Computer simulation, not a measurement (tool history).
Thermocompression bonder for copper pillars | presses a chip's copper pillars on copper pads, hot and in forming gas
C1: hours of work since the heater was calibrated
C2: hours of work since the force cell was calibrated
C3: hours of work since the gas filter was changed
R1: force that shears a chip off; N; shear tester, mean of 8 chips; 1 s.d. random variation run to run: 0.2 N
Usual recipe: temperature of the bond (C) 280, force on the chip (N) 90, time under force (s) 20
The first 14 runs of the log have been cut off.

{"day": 28.85, "done": "forming gas filter changed"}
{"run": 15, "day": 28.875, "temperature of the bond (C)": 280, "force on the chip (N)": 90, "time under force (s)": 14, "C1": 383, "C2": 1233, "C3": 0, "R1": 53.3}
{"run": 16, "day": 30.421, "temperature of the bond (C)": 280, "force on the chip (N)": 90, "time under force (s)": 20, "C1": 407, "C2": 1257, "C3": 24, "R1": 59.8}
{"run": 17, "day": 33.021, "temperature of the bond (C)": 280, "force on the chip (N)": 90, "time under force (s)": 20, "C1": 447, "C2": 1297, "C3": 64, "R1": 59.4}
{"run": 18, "day": 35.025, "temperature of the bond (C)": 280, "force on the chip (N)": 80, "time under force (s)": 20, "C1": 478, "C2": 1328, "C3": 95, "R1": 55.8}
{"run": 19, "day": 37.308, "temperature of the bond (C)": 280, "force on the chip (N)": 80, "time under force (s)": 20, "C1": 513, "C2": 1363, "C3": 131, "R1": 55.7}
{"run": 20, "day": 39.271, "temperature of the bond (C)": 280, "force on the chip (N)": 86, "time under force (s)": 20, "C1": 544, "C2": 1393, "C3": 161, "R1": 57.0}
{"run": 21, "day": 41.042, "temperature of the bond (C)": 274, "force on the chip (N)": 90, "time under force (s)": 10, "C1": 571, "C2": 1421, "C3": 188, "R1": 43.3}
{"run": 22, "day": 42.321, "temperature of the bond (C)": 309, "force on the chip (N)": 71, "time under force (s)": 19, "C1": 591, "C2": 1440, "C3": 208, "R1": 64.8}
{"day": 43.371, "done": "heater calibrated with a thermocouple chip"}
{"run": 23, "day": 44.783, "temperature of the bond (C)": 309, "force on the chip (N)": 71, "time under force (s)": 19, "C1": 22, "C2": 1477, "C3": 245, "R1": 60.5}
{"day": 46.05, "done": "forming gas filter changed"}
{"run": 24, "day": 46.521, "temperature of the bond (C)": 280, "force on the chip (N)": 79, "time under force (s)": 43, "C1": 48, "C2": 1504, "C3": 7, "R1": 68.3}
{"run": 25, "day": 47.846, "temperature of the bond (C)": 262, "force on the chip (N)": 107, "time under force (s)": 47, "C1": 69, "C2": 1524, "C3": 28, "R1": 68.3}
{"run": 26, "day": 49.258, "temperature of the bond (C)": 262, "force on the chip (N)": 81, "time under force (s)": 44, "C1": 91, "C2": 1546, "C3": 50, "R1": 59.0}
{"run": 27, "day": 52.0, "temperature of the bond (C)": 252, "force on the chip (N)": 90, "time under force (s)": 36, "C1": 133, "C2": 1588, "C3": 92, "R1": 52.1}
{"run": 28, "day": 54.179, "temperature of the bond (C)": 252, "force on the chip (N)": 90, "time under force (s)": 36, "C1": 167, "C2": 1622, "C3": 126, "R1": 51.6}
{"run": 29, "day": 55.562, "temperature of the bond (C)": 252, "force on the chip (N)": 90, "time under force (s)": 36, "C1": 188, "C2": 1643, "C3": 147, "R1": 51.4}
{"run": 30, "day": 56.821, "temperature of the bond (C)": 280, "force on the chip (N)": 132, "time under force (s)": 20, "C1": 207, "C2": 1663, "C3": 166, "R1": 66.8}
{"day": 57.917, "done": "force cell calibrated"}
{"run": 31, "day": 59.362, "temperature of the bond (C)": 301, "force on the chip (N)": 61, "time under force (s)": 16, "C1": 246, "C2": 22, "C3": 205, "R1": 49.6}
{"run": 32, "day": 61.075, "temperature of the bond (C)": 301, "force on the chip (N)": 61, "time under force (s)": 16, "C1": 272, "C2": 49, "C3": 231, "R1": 49.4}
{"run": 33, "day": 63.033, "temperature of the bond (C)": 301, "force on the chip (N)": 61, "time under force (s)": 16, "C1": 302, "C2": 79, "C3": 261, "R1": 49.2}
{"day": 63.258, "done": "forming gas filter changed"}
{"run": 34, "day": 64.571, "temperature of the bond (C)": 276, "force on the chip (N)": 95, "time under force (s)": 16, "C1": 326, "C2": 102, "C3": 20, "R1": 52.4}
{"run": 35, "day": 67.079, "temperature of the bond (C)": 276, "force on the chip (N)": 95, "time under force (s)": 16, "C1": 364, "C2": 141, "C3": 59, "R1": 52.2}
{"run": 36, "day": 69.662, "temperature of the bond (C)": 276, "force on the chip (N)": 95, "time under force (s)": 16, "C1": 404, "C2": 181, "C3": 99, "R1": 52.0}
{"run": 37, "day": 71.483, "temperature of the bond (C)": 293, "force on the chip (N)": 79, "time under force (s)": 16, "C1": 432, "C2": 209, "C3": 127, "R1": 55.3}
{"run": 38, "day": 74.329, "temperature of the bond (C)": 291, "force on the chip (N)": 96, "time under force (s)": 16, "C1": 476, "C2": 253, "C3": 171, "R1": 58.9}
{"run": 39, "day": 75.817, "temperature of the bond (C)": 302, "force on the chip (N)": 76, "time under force (s)": 55, "C1": 499, "C2": 276, "C3": 194, "R1": 79.6}

Predict each of these 4 candidate next runs independently; none follows another, all start after run 39:
{"run": "A", "day": 78.279, "temperature of the bond (C)": 272, "force on the chip (N)": 61, "time under force (s)": 26, "C1": 537, "C2": 314, "C3": 232, "R1": "?"}
{"run": "B", "day": 78.279, "temperature of the bond (C)": 273, "force on the chip (N)": 78, "time under force (s)": 20, "C1": 537, "C2": 314, "C3": 232, "R1": "?"}
{"run": "C", "day": 78.279, "temperature of the bond (C)": 308, "force on the chip (N)": 120, "time under force (s)": 33, "C1": 537, "C2": 314, "C3": 232, "R1": "?"}
{"run": "D", "day": 78.279, "temperature of the bond (C)": 291, "force on the chip (N)": 76, "time under force (s)": 55, "C1": 537, "C2": 314, "C3": 232, "R1": "?"}

run=A R1=45.6
run=B R1=47.7
run=C R1=84.1
run=D R1=74.5
The same runs, with their run-to-run variation unchanged, on a tool lacking any hidden condition would have given:
run=A R1=45.2
run=B R1=47.3
run=C R1=87.2
run=D R1=76.1
